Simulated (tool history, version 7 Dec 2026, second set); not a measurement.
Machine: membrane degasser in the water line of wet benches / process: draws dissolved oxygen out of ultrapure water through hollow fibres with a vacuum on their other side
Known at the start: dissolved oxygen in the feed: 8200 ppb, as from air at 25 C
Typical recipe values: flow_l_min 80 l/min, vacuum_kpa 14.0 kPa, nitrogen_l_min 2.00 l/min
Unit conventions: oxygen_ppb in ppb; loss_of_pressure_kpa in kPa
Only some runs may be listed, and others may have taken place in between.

run	day	flow_l_min	vacuum_kpa	nitrogen_l_min	oxygen_ppb	loss_of_pressure_kpa
1	0.000	80	14.0	2.00	838.1	65.11
2	12.433	80	14.0	2.00	838.8	65.06
3	25.696	80	14.0	2.00	839.7	65.53
4	32.304	80	14.0	2.00	844.2	65.78
5	44.846	74	14.0	2.00	794.2	60.70
6	59.267	80	14.0	2.00	846.4	65.85
7	70.258	80	14.0	2.00	851.7	66.41
# day 82.854: vacuum gauge calibrated
8	84.600	80	14.0	2.00	829.4	66.75
9	91.779	80	16.8	2.00	1012.5	66.16
10	99.608	80	14.0	4.12	480.4	66.81
11	107.692	80	14.0	4.12	482.9	66.93
12	120.888	80	14.0	4.12	485.6	67.22
13	128.700	80	14.0	2.00	836.8	67.26
14	136.608	80	29.1	2.00	1736.1	67.68
15	144.058	80	29.1	2.00	1750.4	68.09
16	150.438	80	9.1	2.00	498.0	68.11
17	161.217	80	9.1	2.00	502.1	68.16
18	172.867	49	26.8	2.77	875.1	41.95
# day 184.921: seals of the vacuum lines changed
19	187.733	86	25.9	2.77	1337.8	73.65
20	198.696	74	25.9	2.77	1183.9	63.82
21	212.450	79	14.0	2.00	843.3	68.30
22	224.038	79	14.0	2.00	851.8	68.67
23	238.262	87	16.4	1.70	1213.3	76.20
# day 241.692: vacuum gauge calibrated
24	245.854	87	16.4	1.70	1189.7	76.75
25	254.558	84	31.9	3.24	1415.6	73.87
26	268.825	84	31.9	3.24	1417.8	74.03
27	277.683	68	14.0	3.76	458.5	60.11
28	291.738	68	14.0	3.76	459.4	60.40
29	300.538	68	14.0	3.76	461.3	60.46
30	309.742	68	14.0	3.76	466.5	60.83
31	320.467	92	34.8	0.96	3360.4	82.70
# day 322.354: membrane cartridge changed
32	328.804	61	13.5	3.11	453.2	48.31
33	342.225	80	18.3	2.00	1122.0	63.81

Some steps in oxygen_ppb between neighbouring runs. How much of each would the tool show without its hidden state too (settings, what came in, random variation), and how much is left for the hidden state, with any gauge scatter that isn't in both results?
Hidden conditions of the tool in this case: membrane still open, %; true pressure behind the membrane over the reading, kPa; air that leaks in behind the membrane, l/min; drift of the gauge itself on oxygen_ppb, %; drift of the gauge itself on loss_of_pressure_kpa, %.
Run 7 -> 8: vacuum gauge calibrated. oxygen_ppb -22.3 ppb: hidden state -24.2, all else +1.9.
Run 15 -> 16: vacuum_kpa 29.1 -> 9.1. oxygen_ppb -1252.4 ppb: hidden state +5.6, all else -1258.0.
Run 23 -> 24: vacuum gauge calibrated. oxygen_ppb -23.6 ppb: hidden state -22.1, all else -1.5.
Run 30 -> 31: flow_l_min 68 -> 92, vacuum_kpa 14.0 -> 34.8, nitrogen_l_min 3.76 -> 0.96. oxygen_ppb +2893.9 ppb: hidden state +2.2, all else +2891.7.
Run 31 -> 32: flow_l_min 92 -> 61, vacuum_kpa 34.8 -> 13.5, nitrogen_l_min 0.96 -> 3.11, membrane cartridge changed. oxygen_ppb -2907.2 ppb: hidden state -16.7, all else -2890.5.
